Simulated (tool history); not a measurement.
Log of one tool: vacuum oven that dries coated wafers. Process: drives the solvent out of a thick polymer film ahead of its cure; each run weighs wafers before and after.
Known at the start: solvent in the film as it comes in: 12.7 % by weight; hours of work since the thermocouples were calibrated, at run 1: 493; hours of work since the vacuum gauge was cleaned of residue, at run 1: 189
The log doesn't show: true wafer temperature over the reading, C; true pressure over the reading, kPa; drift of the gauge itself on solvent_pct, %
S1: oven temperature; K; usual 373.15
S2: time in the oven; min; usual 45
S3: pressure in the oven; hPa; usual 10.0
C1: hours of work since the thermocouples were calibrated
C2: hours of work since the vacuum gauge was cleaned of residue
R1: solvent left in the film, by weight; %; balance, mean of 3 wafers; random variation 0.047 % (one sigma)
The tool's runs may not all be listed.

| run | day | S1 | S2 | S3 | C1 | C2 | R1 |
|---|---|---|---|---|---|---|---|
| 1 | 0.000 | 373.15 | 45 | 10.0 | 493 | 189 | 2.72 |
| 2 | 0.429 | 373.15 | 45 | 10.0 | 499 | 195 | 2.86 |
| 3 | 0.788 | 373.15 | 45 | 10.0 | 504 | 201 | 2.74 |
| 4 | 1.242 | 361.15 | 45 | 10.0 | 511 | 207 | 5.80 |
| 5 | 1.642 | 361.15 | 45 | 10.0 | 517 | 213 | 5.77 |
| 6 | 2.138 | 361.15 | 45 | 10.0 | 523 | 220 | 5.79 |
| 7 | 2.446 | 380.15 | 45 | 10.0 | 528 | 224 | 1.41 |
| 8 | 2.742 | 373.15 | 45 | 5.1 | 532 | 228 | 2.51 |
| 9 | 3.188 | 373.15 | 45 | 5.1 | 538 | 234 | 2.46 |
| 10 | 3.425 | 371.15 | 23 | 15.6 | 542 | 238 | 5.82 |
| 11 | 3.875 | 371.15 | 23 | 15.6 | 548 | 244 | 5.86 |
| 12 | 4.233 | 370.15 | 49 | 13.0 | 553 | 249 | 3.32 |
| 13 | 4.662 | 360.15 | 31 | 36.5 | 559 | 255 | 8.57 |
| 14 | 5.129 | 360.15 | 31 | 36.5 | 566 | 262 | 8.38 |
| 15 | 5.454 | 360.15 | 31 | 36.5 | 570 | 266 | 8.48 |
| 16 | 5.758 | 380.15 | 45 | 12.9 | 575 | 271 | 1.61 |
| 17 | 6.042 | 379.15 | 77 | 10.0 | 579 | 275 | 0.69 |
| 18 | 6.504 | 379.15 | 77 | 10.0 | 585 | 281 | 0.77 |

5 ways to go on from here, each from the tool as it stands after run 18. What would each give?
| A | 6.896 | 388.15 | 45 | 10.0 | 591 | 287 | ? |
| B | 6.896 | 372.15 | 45 | 10.0 | 591 | 287 | ? |
| C | 6.896 | 364.15 | 31 | 7.5 | 591 | 287 | ? |
| D | 6.896 | 379.15 | 77 | 21.8 | 591 | 287 | ? |
| E | 6.896 | 363.15 | 45 | 15.9 | 591 | 287 | ? |

| run | R1 |
|---|---|
| A | 0.60 |
| B | 3.01 |
| C | 6.22 |
| D | 1.43 |
| E | 5.61 |
Without the tool's hidden state the same runs would have given:
| run | R1 |
|---|---|
| A | 0.60 |
| B | 3.03 |
| C | 6.24 |
| D | 1.43 |
| E | 5.63 |
